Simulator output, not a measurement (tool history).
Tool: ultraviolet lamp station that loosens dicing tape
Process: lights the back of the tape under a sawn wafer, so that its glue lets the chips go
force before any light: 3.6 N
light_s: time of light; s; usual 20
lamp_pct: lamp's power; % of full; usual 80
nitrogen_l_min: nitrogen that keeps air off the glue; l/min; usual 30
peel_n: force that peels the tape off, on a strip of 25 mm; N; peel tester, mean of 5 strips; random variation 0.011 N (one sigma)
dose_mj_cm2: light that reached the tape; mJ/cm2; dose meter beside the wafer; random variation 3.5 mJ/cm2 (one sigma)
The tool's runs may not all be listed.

Run 1, hour 0: usual settings. Result: peel_n 0.744 N, dose_mj_cm2 428 mJ/cm2.
Run 2, hour 75.9: usual settings. Result: peel_n 0.801 N, dose_mj_cm2 412 mJ/cm2.
At hour 131.8: window cleaned of glue's vapour.
Run 3, hour 146.4: usual settings. Result: peel_n 0.66 N, dose_mj_cm2 466 mJ/cm2.
Run 4, hour 200.1: usual settings. Result: peel_n 0.694 N, dose_mj_cm2 456 mJ/cm2.
Run 5, hour 239.8: usual settings but nitrogen_l_min 13 l/min. Result: peel_n 1.02 N, dose_mj_cm2 444 mJ/cm2.
Run 6, hour 303.3: usual settings but light_s 18 s, nitrogen_l_min 13 l/min. Result: peel_n 1.178 N, dose_mj_cm2 390 mJ/cm2.
Run 7, hour 379.2: usual settings but light_s 18 s, nitrogen_l_min 13 l/min. Result: peel_n 1.192 N, dose_mj_cm2 380 mJ/cm2.
Run 8, hour 436: usual settings but light_s 14 s. Result: peel_n 1.238 N, dose_mj_cm2 288 mJ/cm2.
Run 9, hour 519.2: usual settings. Result: peel_n 0.843 N, dose_mj_cm2 392 mJ/cm2.
Run 10, hour 570.4: usual settings. Result: peel_n 0.854 N, dose_mj_cm2 387 mJ/cm2.
Run 11, hour 648.9: usual settings. Result: peel_n 0.917 N, dose_mj_cm2 369 mJ/cm2.
At hour 656.3: lamp changed.
Run 12, hour 734.8: usual settings but light_s 31 s, lamp_pct 93 % of full, nitrogen_l_min 52 l/min. Result: peel_n 0.2 N, dose_mj_cm2 899 mJ/cm2.
Run 13, hour 814.3: usual settings but light_s 14 s, lamp_pct 93 % of full, nitrogen_l_min 9 l/min. Result: peel_n 1.342 N, dose_mj_cm2 399 mJ/cm2.
Run 14, hour 867.1: usual settings but light_s 14 s, lamp_pct 77 % of full, nitrogen_l_min 17 l/min. Result: peel_n 1.284 N, dose_mj_cm2 323 mJ/cm2.
Run 15, hour 947.9: usual settings but light_s 14 s, lamp_pct 77 % of full, nitrogen_l_min 17 l/min. Result: peel_n 1.385 N, dose_mj_cm2 309 mJ/cm2.
Run 16, hour 1004.8: usual settings but lamp_pct 71 % of full, nitrogen_l_min 12 l/min. Result: peel_n 1.2 N, dose_mj_cm2 401 mJ/cm2.
Run 17, hour 1091.7: usual settings but nitrogen_l_min 12 l/min. Result: peel_n 1.143 N, dose_mj_cm2 433 mJ/cm2.
At hour 1125.7: window cleaned of glue's vapour.
Run 18, hour 1179.1: usual settings but nitrogen_l_min 12 l/min. Result: peel_n 0.928 N, dose_mj_cm2 495 mJ/cm2.
Run 19, hour 1251.8: usual settings but light_s 32 s. Result: peel_n 0.317 N, dose_mj_cm2 770 mJ/cm2.
Run 20, hour 1328.6: usual settings but light_s 11 s, lamp_pct 97 % of full. Result: peel_n 1.122 N, dose_mj_cm2 308 mJ/cm2.

Forecast each of these 4 alternatives for the next run:
Run A, hour 1410.1: usual settings but light_s 30 s, lamp_pct 75 % of full. Result: peel_n ?, dose_mj_cm2 ?.
Run B, hour 1410.1: usual settings but light_s 11 s, lamp_pct 64 % of full, nitrogen_l_min 23 l/min. Result: peel_n ?, dose_mj_cm2 ?.
Run C, hour 1410.1: usual settings but light_s 13 s, lamp_pct 76 % of full, nitrogen_l_min 44 l/min. Result: peel_n ?, dose_mj_cm2 ?.
Run D, hour 1410.1: usual settings but nitrogen_l_min 51 l/min. Result: peel_n ?, dose_mj_cm2 ?.

run  peel_n  dose_mj_cm2
  A   0.409          638
  B   1.904          198
  C   1.133          277
  D   0.578          445
Without the tool's hidden state the same runs would have given:
run  peel_n  dose_mj_cm2
  A   0.286          801
  B   1.604          249
  C   0.864          349
  D   0.407          559
